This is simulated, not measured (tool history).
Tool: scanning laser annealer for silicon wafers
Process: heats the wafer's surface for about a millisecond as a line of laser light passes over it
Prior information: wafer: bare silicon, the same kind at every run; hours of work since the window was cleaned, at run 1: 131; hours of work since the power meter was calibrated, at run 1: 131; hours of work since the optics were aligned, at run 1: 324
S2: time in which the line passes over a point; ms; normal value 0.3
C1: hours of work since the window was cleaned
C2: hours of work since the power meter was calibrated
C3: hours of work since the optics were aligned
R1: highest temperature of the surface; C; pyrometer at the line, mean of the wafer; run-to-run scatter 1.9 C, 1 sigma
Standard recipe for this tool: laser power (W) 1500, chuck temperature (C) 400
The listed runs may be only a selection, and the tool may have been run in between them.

run 1 hour=0 | laser_power_(W)=1500 S2=0.3 chuck_temperature_(C)=400 | C1=131 C2=131 C3=324 | R1=1126
run 2 hour=57.6 | laser_power_(W)=1500 S2=0.3 chuck_temperature_(C)=400 | C1=169 C2=169 C3=362 | R1=1124
run 3 hour=125.9 | laser_power_(W)=1500 S2=0.3 chuck_temperature_(C)=370 | C1=214 C2=214 C3=407 | R1=1089
run 4 hour=177.8 | laser_power_(W)=1500 S2=0.3 chuck_temperature_(C)=370 | C1=249 C2=249 C3=442 | R1=1090
run 5 hour=211.5 | laser_power_(W)=1500 S2=0.213 chuck_temperature_(C)=400 | C1=271 C2=271 C3=464 | R1=991
run 6 hour=243.8 | laser_power_(W)=1500 S2=0.3 chuck_temperature_(C)=391 | C1=292 C2=292 C3=485 | R1=1108
run 7 hour=287.2 | laser_power_(W)=1500 S2=0.332 chuck_temperature_(C)=400 | C1=321 C2=321 C3=514 | R1=1155
-- hour=297.9 optics aligned, line set to its width
run 8 hour=338.7 | laser_power_(W)=1500 S2=0.332 chuck_temperature_(C)=400 | C1=352 C2=352 C3=27 | R1=1151
run 9 hour=380.5 | laser_power_(W)=1454 S2=0.237 chuck_temperature_(C)=400 | C1=379 C2=379 C3=55 | R1=992
run 10 hour=425.3 | laser_power_(W)=1517 S2=0.33 chuck_temperature_(C)=370 | C1=409 C2=409 C3=84 | R1=1125
run 11 hour=477.9 | laser_power_(W)=1331 S2=0.219 chuck_temperature_(C)=360 | C1=444 C2=444 C3=119 | R1=868
run 12 hour=547.2 | laser_power_(W)=1331 S2=0.219 chuck_temperature_(C)=360 | C1=489 C2=489 C3=165 | R1=866
-- hour=556.6 optics aligned, line set to its width, once more
run 13 hour=617.1 | laser_power_(W)=1331 S2=0.219 chuck_temperature_(C)=360 | C1=532 C2=532 C3=40 | R1=870
run 14 hour=652.6 | laser_power_(W)=1331 S2=0.219 chuck_temperature_(C)=360 | C1=556 C2=556 C3=63 | R1=864
run 15 hour=709.9 | laser_power_(W)=1441 S2=0.219 chuck_temperature_(C)=360 | C1=593 C2=593 C3=101 | R1=920
run 16 hour=758.6 | laser_power_(W)=1326 S2=0.219 chuck_temperature_(C)=368 | C1=626 C2=626 C3=133 | R1=872

Here are 4 independent what-if runs from the current tool condition. What would each one return?
run A hour=823.6 | laser_power_(W)=1352 S2=0.229 chuck_temperature_(C)=379 | C1=668 C2=668 C3=176 | R1=?
run B hour=823.6 | laser_power_(W)=1326 S2=0.219 chuck_temperature_(C)=374 | C1=668 C2=668 C3=176 | R1=?
run C hour=823.6 | laser_power_(W)=1354 S2=0.3 chuck_temperature_(C)=400 | C1=668 C2=668 C3=176 | R1=?
run D hour=823.6 | laser_power_(W)=1326 S2=0.218 chuck_temperature_(C)=368 | C1=668 C2=668 C3=176 | R1=?

run=A R1=906
run=B R1=875
run=C R1=1012
run=D R1=870
Take away the tool's hidden state, keep each run's random variation, and the runs would have read:
run=A R1=936
run=B R1=904
run=C R1=1047
run=D R1=899
